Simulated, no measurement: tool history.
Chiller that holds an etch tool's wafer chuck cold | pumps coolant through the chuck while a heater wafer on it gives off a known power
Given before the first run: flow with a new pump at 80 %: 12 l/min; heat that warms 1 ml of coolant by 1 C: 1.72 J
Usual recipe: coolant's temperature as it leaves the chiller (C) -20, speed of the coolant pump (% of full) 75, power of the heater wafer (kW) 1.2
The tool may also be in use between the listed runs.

run   hour  coolant's temperature as it leaves the chiller (C)  speed of the coolant pump (% of full)  power of the heater wafer (kW)  chuck's temperature once it has settled (C)  how much warmer the coolant comes back (C)
  1      0                                                 -20                                     75                             1.2                                         -7.6                                        3.85
  2   32.3                                                 -20                                     75                             1.2                                         -7.3                                         3.9
  3     69                                                 -20                                     75                             1.2                                         -7.4                                        3.85
  4   99.3                                                 -20                                     94                             1.2                                         -9.7                                        3.09
  5  142.2                                                 -20                                     94                             1.2                                         -9.8                                         3.1
  6  184.6                                                 -20                                     94                           1.718                                         -5.5                                        4.43
  7  224.2                                                 -20                                     77                             1.2                                         -7.4                                        3.81
  8  249.8                                                 -15                                     75                           1.024                                           -4                                        3.34
  9    285                                                 -15                                     75                           1.024                                         -3.7                                        3.36
 10  302.4                                                 -14                                     75                           0.818                                         -5.2                                        2.66
 11    325                                                 -18                                     92                            0.83                                        -10.3                                        2.17
 12  351.4                                                 -16                                     75                           0.949                                         -5.6                                        3.13

Branching from run 12: 4 alternative next runs. What would each branch give?
  A  386.1                                                 -20                                     75                           0.944                                            ?                                           ?
  B  386.1                                                 -26                                     75                           0.949                                            ?                                           ?
  C  386.1                                                 -17                                     78                           1.237                                            ?                                           ?
  D  386.1                                                 -18                                     84                           1.273                                            ?                                           ?

run  chuck's temperature once it has settled (C)  how much warmer the coolant comes back (C)
  A                                         -9.5                                        3.09
  B                                        -15.7                                         3.1
  C                                         -4.2                                        3.89
  D                                         -5.8                                        3.72
Without the tool's unlogged condition, the same runs would have read:
run  chuck's temperature once it has settled (C)  how much warmer the coolant comes back (C)
  A                                        -11.1                                        2.94
  B                                        -17.2                                        2.95
  C                                           -6                                         3.7
  D                                         -7.5                                        3.54

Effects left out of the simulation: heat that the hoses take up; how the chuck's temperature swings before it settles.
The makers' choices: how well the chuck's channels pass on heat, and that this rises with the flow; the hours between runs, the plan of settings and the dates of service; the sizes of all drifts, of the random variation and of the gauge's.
